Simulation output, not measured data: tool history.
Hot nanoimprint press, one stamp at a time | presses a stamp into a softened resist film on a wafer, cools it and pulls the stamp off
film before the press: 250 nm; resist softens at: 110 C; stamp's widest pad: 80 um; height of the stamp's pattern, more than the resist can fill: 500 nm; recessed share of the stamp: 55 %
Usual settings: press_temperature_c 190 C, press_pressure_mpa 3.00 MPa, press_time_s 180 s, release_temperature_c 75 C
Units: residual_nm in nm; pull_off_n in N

run 1 day=0.000 | press_temperature_c=190 press_pressure_mpa=3.00 press_time_s=180 release_temperature_c=75 | residual_nm=97.5 pull_off_n=221
run 2 day=0.379 | press_temperature_c=190 press_pressure_mpa=3.00 press_time_s=180 release_temperature_c=75 | residual_nm=97.3 pull_off_n=223
run 3 day=0.654 | press_temperature_c=190 press_pressure_mpa=3.00 press_time_s=180 release_temperature_c=75 | residual_nm=96.7 pull_off_n=219
run 4 day=1.067 | press_temperature_c=190 press_pressure_mpa=3.00 press_time_s=180 release_temperature_c=75 | residual_nm=97.5 pull_off_n=229
run 5 day=1.433 | press_temperature_c=202 press_pressure_mpa=3.00 press_time_s=180 release_temperature_c=75 | residual_nm=56.6 pull_off_n=222
run 6 day=1.692 | press_temperature_c=202 press_pressure_mpa=3.00 press_time_s=180 release_temperature_c=75 | residual_nm=56.5 pull_off_n=223
run 7 day=1.954 | press_temperature_c=200 press_pressure_mpa=3.00 press_time_s=180 release_temperature_c=75 | residual_nm=61.5 pull_off_n=221
run 8 day=2.250 | press_temperature_c=200 press_pressure_mpa=3.00 press_time_s=180 release_temperature_c=75 | residual_nm=62.0 pull_off_n=219
-- day=2.412 plate thermocouple calibrated
run 9 day=2.700 | press_temperature_c=190 press_pressure_mpa=3.00 press_time_s=180 release_temperature_c=75 | residual_nm=98.0 pull_off_n=219
run 10 day=3.079 | press_temperature_c=183 press_pressure_mpa=3.00 press_time_s=180 release_temperature_c=75 | residual_nm=131.2 pull_off_n=224
run 11 day=3.258 | press_temperature_c=183 press_pressure_mpa=3.00 press_time_s=180 release_temperature_c=75 | residual_nm=132.1 pull_off_n=227
run 12 day=3.554 | press_temperature_c=190 press_pressure_mpa=3.00 press_time_s=174 release_temperature_c=75 | residual_nm=97.5 pull_off_n=219
run 13 day=3.762 | press_temperature_c=190 press_pressure_mpa=3.00 press_time_s=174 release_temperature_c=75 | residual_nm=97.9 pull_off_n=226
run 14 day=4.150 | press_temperature_c=190 press_pressure_mpa=3.34 press_time_s=180 release_temperature_c=65 | residual_nm=91.8 pull_off_n=285
run 15 day=4.467 | press_temperature_c=184 press_pressure_mpa=3.43 press_time_s=193 release_temperature_c=65 | residual_nm=116.5 pull_off_n=281
-- day=4.671 plate thermocouple calibrated, once more
run 16 day=4.883 | press_temperature_c=184 press_pressure_mpa=3.43 press_time_s=193 release_temperature_c=65 | residual_nm=116.3 pull_off_n=275
run 17 day=5.067 | press_temperature_c=190 press_pressure_mpa=3.00 press_time_s=180 release_temperature_c=77 | residual_nm=97.2 pull_off_n=218
run 18 day=5.379 | press_temperature_c=190 press_pressure_mpa=3.00 press_time_s=180 release_temperature_c=77 | residual_nm=96.8 pull_off_n=211
run 19 day=5.746 | press_temperature_c=190 press_pressure_mpa=3.00 press_time_s=180 release_temperature_c=77 | residual_nm=97.2 pull_off_n=228
run 20 day=6.129 | press_temperature_c=182 press_pressure_mpa=3.00 press_time_s=180 release_temperature_c=80 | residual_nm=137.5 pull_off_n=206
run 21 day=6.312 | press_temperature_c=196 press_pressure_mpa=4.61 press_time_s=180 release_temperature_c=75 | residual_nm=58.7 pull_off_n=227
run 22 day=6.708 | press_temperature_c=200 press_pressure_mpa=4.40 press_time_s=309 release_temperature_c=65 | residual_nm=39.6 pull_off_n=288
run 23 day=7.025 | press_temperature_c=190 press_pressure_mpa=1.98 press_time_s=180 release_temperature_c=75 | residual_nm=117.6 pull_off_n=244
run 24 day=7.321 | press_temperature_c=190 press_pressure_mpa=3.19 press_time_s=180 release_temperature_c=75 | residual_nm=92.5 pull_off_n=241

3 ways to go on from here, each from the tool as it stands after run 24. What would each give?
run A day=7.679 | press_temperature_c=190 press_pressure_mpa=1.84 press_time_s=242 release_temperature_c=71 | residual_nm=? pull_off_n=?
run B day=7.679 | press_temperature_c=190 press_pressure_mpa=4.60 press_time_s=113 release_temperature_c=72 | residual_nm=? pull_off_n=?
run C day=7.679 | press_temperature_c=190 press_pressure_mpa=3.00 press_time_s=122 release_temperature_c=69 | residual_nm=? pull_off_n=?

run=A residual_nm=108.2 pull_off_n=244
run=B residual_nm=95.2 pull_off_n=236
run=C residual_nm=111.8 pull_off_n=263
Without the tool's hidden state the same runs would have given:
run=A residual_nm=108.5 pull_off_n=227
run=B residual_nm=94.4 pull_off_n=219
run=C residual_nm=111.7 pull_off_n=245
